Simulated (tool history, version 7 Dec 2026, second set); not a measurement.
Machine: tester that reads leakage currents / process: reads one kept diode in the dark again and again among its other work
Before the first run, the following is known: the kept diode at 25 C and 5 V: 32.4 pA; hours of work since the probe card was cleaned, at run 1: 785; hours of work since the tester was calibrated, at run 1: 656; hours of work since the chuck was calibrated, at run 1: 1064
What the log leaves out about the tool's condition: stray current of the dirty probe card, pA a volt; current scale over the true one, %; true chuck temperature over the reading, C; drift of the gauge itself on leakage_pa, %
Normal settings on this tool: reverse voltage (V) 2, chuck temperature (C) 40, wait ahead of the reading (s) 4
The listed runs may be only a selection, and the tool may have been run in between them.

| run | hour | reverse voltage (V) | chuck temperature (C) | wait ahead of the reading (s) | hours of work since the probe card was cleaned | hours of work since the tester was calibrated | hours of work since the chuck was calibrated | current that the tester gives (pA) |
|---|---|---|---|---|---|---|---|---|
| 1 | 0 | 2 | 40 | 4 | 785 | 656 | 1064 | 69.12 |
| 2 | 53.3 | 2 | 40 | 7.21 | 812 | 682 | 1091 | 68.74 |
| 3 | 90.1 | 2 | 40 | 7.21 | 830 | 700 | 1109 | 68.79 |
| 4 | 148.6 | 4.49 | 40 | 4 | 859 | 729 | 1138 | 93.88 |
| 5 | 180.1 | 2 | 40 | 4 | 875 | 745 | 1153 | 68.99 |
| 6 | 234.9 | 2 | 40 | 4 | 902 | 772 | 1181 | 69.13 |
| 7 | 288.6 | 2 | 57 | 4 | 928 | 799 | 1207 | 211.62 |
| 8 | 323.4 | 2 | 57 | 4 | 946 | 816 | 1225 | 211.28 |
| 9 | 366.6 | 2 | 57 | 4 | 967 | 837 | 1246 | 211.65 |
| 10 | 396.9 | 2 | 57 | 3.64 | 982 | 852 | 1261 | 210.72 |
| 11 | 453.5 | 7.37 | 40 | 4 | 1010 | 881 | 1289 | 116.84 |
| 12 | 482.7 | 7.37 | 40 | 4 | 1025 | 895 | 1304 | 115.91 |
| 13 | 537.3 | 2 | 40 | 4 | 1052 | 922 | 1331 | 68.2 |
| 14 | 563.8 | 2 | 40 | 4 | 1065 | 935 | 1344 | 68.33 |
|  | 568.2 | chuck's temperature calibrated |
| 15 | 601.8 | 2 | 40 | 4 | 1083 | 953 | 17 | 66.54 |
|  | 609.5 | probe card cleaned and baked |
| 16 | 664.8 | 2 | 40 | 4 | 27 | 983 | 46 | 62.64 |
|  | 713.2 | chuck's temperature calibrated, once more |
| 17 | 726.7 | 2 | 40 | 4 | 57 | 1013 | 7 | 73.86 |
| 18 | 757.4 | 2 | 40 | 4 | 72 | 1028 | 22 | 73.98 |
| 19 | 811 | 2.23 | 36 | 0.41 | 99 | 1054 | 49 | 59.37 |
| 20 | 864.3 | 2.23 | 36 | 0.41 | 125 | 1081 | 75 | 59.32 |
| 21 | 900.9 | 2.23 | 52 | 8.45 | 144 | 1099 | 93 | 172.82 |
| 22 | 951.7 | 12.39 | 58 | 0.6 | 169 | 1124 | 118 | 473.29 |
| 23 | 1005.9 | 2 | 54 | 4.45 | 196 | 1151 | 145 | 188.47 |
| 24 | 1047.8 | 2 | 54 | 4.45 | 216 | 1172 | 166 | 189.29 |
| 25 | 1088.9 | 2 | 54 | 4.45 | 237 | 1192 | 186 | 188.63 |
| 26 | 1117.2 | 6.39 | 20 | 4.45 | 251 | 1206 | 200 | 27.04 |
| 27 | 1175 | 2 | 40 | 4.79 | 279 | 1235 | 229 | 72.94 |
| 28 | 1226.2 | 2.58 | 30 | 4.32 | 305 | 1260 | 254 | 39.11 |
| 29 | 1257.7 | 2.58 | 30 | 4.32 | 320 | 1276 | 270 | 39.26 |
| 30 | 1309.8 | 2.58 | 57 | 3.31 | 346 | 1302 | 296 | 249.57 |
| 31 | 1363.8 | 1.54 | 43 | 9.82 | 373 | 1328 | 323 | 81.96 |
| 32 | 1393 | 1.54 | 43 | 9.82 | 388 | 1343 | 337 | 81.22 |
| 33 | 1446.2 | 2.98 | 43 | 9.82 | 414 | 1369 | 364 | 103.15 |
| 34 | 1494.4 | 2.98 | 25 | 4.11 | 438 | 1393 | 387 | 29.08 |
| 35 | 1539 | 2.98 | 25 | 4.11 | 460 | 1415 | 410 | 29.08 |
| 36 | 1581.1 | 2 | 53 | 0.61 | 481 | 1436 | 430 | 176.08 |

Hidden state at the last listed run before each entry between runs and at the first one after, where it differs:
Logged between run 14 and run 15: chuck's temperature calibrated (hour 568.2)
  stray current of the dirty probe card, pA a volt: 2.006 -> 2.038; current scale over the true one, %: 0.55 -> 0.56; true chuck temperature over the reading, C: -1.77 -> -2.14
  measured result minus the result with no hidden state, current that the tester gives (pA): -4.33 -> -5.89
Logged between run 15 and run 16: probe card cleaned and baked (hour 609.5)
  stray current of the dirty probe card, pA a volt: 2.038 -> 0.081; current scale over the true one, %: 0.56 -> 0.58; true chuck temperature over the reading, C: -2.14 -> -2.18
  measured result minus the result with no hidden state, current that the tester gives (pA): -5.89 -> -10.01
Logged between run 16 and run 17: chuck's temperature calibrated, once more (hour 713.2)
  stray current of the dirty probe card, pA a volt: 0.081 -> 0.138; current scale over the true one, %: 0.58 -> 0.59; true chuck temperature over the reading, C: -2.18 -> 0.08
  measured result minus the result with no hidden state, current that the tester gives (pA): -10.01 -> +1.09
